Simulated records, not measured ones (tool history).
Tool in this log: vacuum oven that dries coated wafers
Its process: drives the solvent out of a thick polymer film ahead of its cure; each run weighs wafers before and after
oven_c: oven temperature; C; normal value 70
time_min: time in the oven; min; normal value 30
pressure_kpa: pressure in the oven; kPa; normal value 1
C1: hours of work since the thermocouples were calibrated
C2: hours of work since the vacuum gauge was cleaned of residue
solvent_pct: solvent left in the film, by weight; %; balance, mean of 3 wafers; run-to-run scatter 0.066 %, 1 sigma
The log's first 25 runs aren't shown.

Run 26, hour 803.8: usual settings but time_min 19 min, pressure_kpa 1.58 kPa; C1 133; C2 1433. Result: solvent_pct 7.49 %.
Run 27, hour 825.9: usual settings but oven_c 81 C; C1 149; C2 1449. Result: solvent_pct 0.75 %.
Run 28, hour 861.8: usual settings but oven_c 81 C; C1 175; C2 1476. Result: solvent_pct 0.76 %.
Run 29, hour 889.4: usual settings but oven_c 81 C, pressure_kpa 0.84 kPa; C1 196; C2 1496. Result: solvent_pct 0.81 %.
Run 30, hour 923: usual settings but oven_c 64 C, time_min 21 min; C1 220; C2 1521. Result: solvent_pct 9.78 %.
Run 31, hour 956.9: usual settings but oven_c 64 C, time_min 19 min, pressure_kpa 0.88 kPa; C1 245; C2 1546. Result: solvent_pct 10.41 %.
Run 32, hour 977.1: usual settings but oven_c 62 C, time_min 18 min, pressure_kpa 1.31 kPa; C1 260; C2 1560. Result: solvent_pct 11.91 %.
Run 33, hour 1010.1: usual settings but oven_c 56 C, time_min 41 min, pressure_kpa 0.63 kPa; C1 284; C2 1585. Result: solvent_pct 9.87 %.
Run 34, hour 1041.1: usual settings but oven_c 81 C, time_min 48 min, pressure_kpa 3.47 kPa; C1 307; C2 1608. Result: solvent_pct 1.03 %.

Expected results for the next run?
Run 35, hour 1088.4: usual settings but oven_c 81 C, time_min 48 min, pressure_kpa 3.47 kPa; C1 342; C2 1642. Result: solvent_pct ?.

{"run 35": {"solvent_pct": 0.88}}
Take away the tool's hidden state, keep the run-to-run variation as it was, and the same run would have given solvent_pct 0.81 %.

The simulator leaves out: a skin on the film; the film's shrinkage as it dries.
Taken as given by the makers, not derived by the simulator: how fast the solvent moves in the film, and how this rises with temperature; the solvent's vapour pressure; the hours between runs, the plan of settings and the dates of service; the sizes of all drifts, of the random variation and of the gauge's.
